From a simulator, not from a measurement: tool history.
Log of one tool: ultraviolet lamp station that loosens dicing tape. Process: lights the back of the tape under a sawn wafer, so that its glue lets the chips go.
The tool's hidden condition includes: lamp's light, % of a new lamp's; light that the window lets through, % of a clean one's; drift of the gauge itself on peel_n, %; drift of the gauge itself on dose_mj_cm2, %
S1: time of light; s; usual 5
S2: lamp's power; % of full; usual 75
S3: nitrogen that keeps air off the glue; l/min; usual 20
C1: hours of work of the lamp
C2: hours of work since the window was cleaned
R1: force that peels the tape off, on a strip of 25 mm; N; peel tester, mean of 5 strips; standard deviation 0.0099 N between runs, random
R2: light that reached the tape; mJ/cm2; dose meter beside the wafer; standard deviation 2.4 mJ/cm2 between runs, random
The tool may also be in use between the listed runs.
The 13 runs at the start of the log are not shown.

| run | day | S1 | S2 | S3 | C1 | C2 | R1 | R2 |
|---|---|---|---|---|---|---|---|---|
| 14 | 27.188 | 8 | 75 | 11 | 709 | 365 | 0.286 | 423 |
|  | 29.829 | window cleaned of glue's vapour |
| 15 | 29.829 | 8 | 75 | 11 | 755 | 0 | 0.279 | 427 |
| 16 | 32.567 | 8 | 75 | 11 | 802 | 48 | 0.277 | 423 |
| 17 | 35.271 | 8 | 75 | 11 | 850 | 95 | 0.289 | 428 |
| 18 | 36.767 | 3 | 75 | 20 | 876 | 121 | 0.94 | 158 |
| 19 | 38.508 | 3 | 75 | 20 | 906 | 151 | 0.902 | 159 |
| 20 | 41.271 | 3 | 71 | 26 | 954 | 200 | 0.896 | 151 |
| 21 | 43.021 | 3 | 71 | 26 | 985 | 230 | 0.889 | 152 |
| 22 | 44.338 | 5 | 64 | 13 | 1008 | 253 | 0.741 | 225 |
| 23 | 46.725 | 5 | 82 | 13 | 1049 | 295 | 0.504 | 288 |
| 24 | 48.425 | 5 | 82 | 13 | 1079 | 324 | 0.484 | 292 |
| 25 | 50.117 | 5 | 82 | 13 | 1108 | 354 | 0.494 | 289 |
| 26 | 52.888 | 3 | 65 | 12 | 1157 | 402 | 1.36 | 138 |
|  | 53.429 | window cleaned of glue's vapour |
| 27 | 55.529 | 7 | 75 | 20 | 1203 | 37 | 0.226 | 369 |
| 28 | 57.238 | 5 | 71 | 34 | 1232 | 66 | 0.349 | 249 |
| 29 | 59.775 | 5 | 96 | 20 | 1277 | 111 | 0.268 | 339 |
|  | 60.292 | lamp changed |
| 30 | 61.758 | 2 | 82 | 20 | 26 | 145 | 1.332 | 118 |
| 31 | 64.092 | 2 | 82 | 20 | 66 | 185 | 1.293 | 120 |
| 32 | 65.608 | 2 | 82 | 20 | 93 | 212 | 1.3 | 114 |
| 33 | 68.529 | 5 | 84 | 21 | 144 | 263 | 0.346 | 299 |
| 34 | 71.012 | 8 | 98 | 20 | 187 | 306 | 0.124 | 551 |
| 35 | 73.371 | 5 | 63 | 20 | 228 | 347 | 0.573 | 226 |

Predict each of these 4 candidate next runs independently; none follows another, all start after run 35:
| A | 75.604 | 7 | 70 | 17 | 267 | 386 | ? | ? |
| B | 75.604 | 4 | 75 | 20 | 267 | 386 | ? | ? |
| C | 75.604 | 4 | 75 | 7 | 267 | 386 | ? | ? |
| D | 75.604 | 5 | 90 | 20 | 267 | 386 | ? | ? |

| run | R1 | R2 |
|---|---|---|
| A | 0.291 | 347 |
| B | 0.618 | 211 |
| C | 1.11 | 208 |
| D | 0.311 | 321 |
Stripped of hidden state, with their random variation kept, the same runs would have yielded:
| run | R1 | R2 |
|---|---|---|
| A | 0.29 | 347 |
| B | 0.616 | 212 |
| C | 1.108 | 208 |
| D | 0.31 | 321 |
